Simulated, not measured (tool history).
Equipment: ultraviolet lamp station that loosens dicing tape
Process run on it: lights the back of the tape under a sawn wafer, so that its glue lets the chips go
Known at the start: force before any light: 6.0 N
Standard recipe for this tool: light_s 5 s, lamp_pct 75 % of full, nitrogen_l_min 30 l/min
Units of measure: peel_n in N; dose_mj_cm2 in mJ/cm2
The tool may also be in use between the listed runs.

run	hour	light_s	lamp_pct	nitrogen_l_min	peel_n	dose_mj_cm2
1	0.0	5	75	30	0.432	458
2	32.3	5	75	30	0.412	447
3	54.2	5	75	30	0.425	450
4	74.4	5	75	46	0.362	442
5	99.3	5	75	46	0.368	437
6	127.6	5	75	17	0.637	435
7	143.3	5	75	47	0.378	428
8	172.7	5	75	47	0.394	417
9	192.7	5	75	47	0.387	416
10	221.8	5	75	47	0.412	414
11	248.1	6	74	44	0.311	480
12	280.7	6	74	44	0.324	473
13	306.6	6	74	44	0.342	470
14	329.8	6	74	44	0.330	469
15	356.2	6	74	44	0.332	461

Forecast each of these 5 alternatives for the next run:
A	384.1	3	91	30	?	?
B	384.1	3	74	44	?	?
C	384.1	3	63	9	?	?
D	384.1	5	75	12	?	?
E	384.1	6	92	52	?	?

run	peel_n	dose_mj_cm2
A	0.993	280
B	1.241	232
C	2.495	190
D	1.007	381
E	0.228	560
Without the tool's unlogged condition, the same runs would have read:
run	peel_n	dose_mj_cm2
A	0.666	352
B	0.854	291
C	2.008	239
D	0.676	480
E	0.180	706
